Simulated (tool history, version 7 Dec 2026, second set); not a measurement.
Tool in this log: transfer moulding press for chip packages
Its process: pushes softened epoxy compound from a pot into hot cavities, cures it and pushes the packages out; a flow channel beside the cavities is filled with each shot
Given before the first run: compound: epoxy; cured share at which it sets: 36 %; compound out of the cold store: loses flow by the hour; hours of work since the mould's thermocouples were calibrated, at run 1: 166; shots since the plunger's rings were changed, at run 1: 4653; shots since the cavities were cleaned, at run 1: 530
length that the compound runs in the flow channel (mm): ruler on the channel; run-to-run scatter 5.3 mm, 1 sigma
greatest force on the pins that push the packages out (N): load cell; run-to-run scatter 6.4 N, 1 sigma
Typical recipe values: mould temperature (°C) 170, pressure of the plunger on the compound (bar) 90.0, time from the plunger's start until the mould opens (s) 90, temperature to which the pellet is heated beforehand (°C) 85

| run | hour | mould temperature (°C) | pressure of the plunger on the compound (bar) | time from the plunger's start until the mould opens (s) | temperature to which the pellet is heated beforehand (°C) | hours of work since the mould's thermocouples were calibrated | shots since the plunger's rings were changed | shots since the cavities were cleaned | incoming compound's hours out of the cold store | length that the compound runs in the flow channel (mm) | greatest force on the pins that push the packages out (N) |
|---|---|---|---|---|---|---|---|---|---|---|---|
| 1 | 0.0 | 170 | 90.0 | 90 | 85 | 166 | 4653 | 530 | 8.6 | 562 | 414 |
| 2 | 18.7 | 170 | 75.3 | 90 | 85 | 177 | 4876 | 753 | 26.2 | 490 | 451 |
| 3 | 34.8 | 173 | 90.0 | 90 | 85 | 187 | 5067 | 944 | 9.7 | 552 | 430 |
|  | 46.8 | cavities cleaned with cleaning compound and waxed |
| 4 | 67.1 | 173 | 90.0 | 105 | 85 | 207 | 5434 | 241 | 30.0 | 528 | 300 |
| 5 | 97.0 | 173 | 90.0 | 105 | 85 | 226 | 5791 | 598 | 11.4 | 539 | 355 |
| 6 | 123.1 | 173 | 90.0 | 105 | 85 | 242 | 6102 | 909 | 11.9 | 542 | 398 |
|  | 135.9 | cavities cleaned with cleaning compound and waxed |
| 7 | 144.8 | 173 | 90.0 | 117 | 85 | 255 | 6343 | 106 | 13.7 | 529 | 263 |
|  | 175.6 | plunger's sealing rings changed |
| 8 | 179.2 | 170 | 90.0 | 90 | 85 | 275 | 43 | 486 | 42.7 | 566 | 420 |
| 9 | 206.2 | 170 | 90.0 | 90 | 85 | 292 | 365 | 808 | 31.7 | 576 | 459 |
|  | 228.5 | cavities cleaned with cleaning compound and waxed |
| 10 | 237.6 | 170 | 90.0 | 90 | 85 | 311 | 721 | 108 | 27.7 | 583 | 315 |
| 11 | 254.9 | 170 | 90.0 | 90 | 85 | 322 | 927 | 314 | 9.2 | 599 | 376 |
| 12 | 285.6 | 170 | 90.0 | 122 | 85 | 341 | 1293 | 680 | 47.8 | 556 | 367 |
| 13 | 312.3 | 170 | 90.0 | 122 | 85 | 358 | 1611 | 998 | 30.1 | 574 | 398 |
|  | 318.6 | cavities cleaned with cleaning compound and waxed |
| 14 | 336.1 | 170 | 90.0 | 90 | 85 | 372 | 1877 | 208 | 16.0 | 587 | 364 |
| 15 | 361.6 | 170 | 90.0 | 90 | 85 | 388 | 2181 | 512 | 24.4 | 571 | 415 |
| 16 | 376.8 | 170 | 103.6 | 89 | 85 | 398 | 2363 | 694 | 16.1 | 608 | 454 |
| 17 | 401.6 | 170 | 103.6 | 89 | 85 | 413 | 2657 | 988 | 36.7 | 589 | 468 |
|  | 409.0 | cavities cleaned with cleaning compound and waxed |
| 18 | 416.2 | 170 | 90.0 | 90 | 91 | 422 | 2814 | 86 | 16.9 | 570 | 314 |
| 19 | 433.2 | 170 | 68.8 | 90 | 75 | 432 | 3016 | 288 | 19.4 | 486 | 386 |
| 20 | 457.7 | 167 | 68.8 | 90 | 94 | 448 | 3308 | 580 | 8.6 | 513 | 531 |

Forecast run 21:
| 21 | 472.4 | 164 | 68.8 | 90 | 75 | 457 | 3484 | 756 | 17.4 | ? | ? |

{"run 21": {"length that the compound runs in the flow channel (mm)": 505, "greatest force on the pins that push the packages out (N)": 730}}
Take away the tool's hidden state, keep the run-to-run variation as it was, and the same run would have given length that the compound runs in the flow channel (mm) 535, greatest force on the pins that push the packages out (N) 390.

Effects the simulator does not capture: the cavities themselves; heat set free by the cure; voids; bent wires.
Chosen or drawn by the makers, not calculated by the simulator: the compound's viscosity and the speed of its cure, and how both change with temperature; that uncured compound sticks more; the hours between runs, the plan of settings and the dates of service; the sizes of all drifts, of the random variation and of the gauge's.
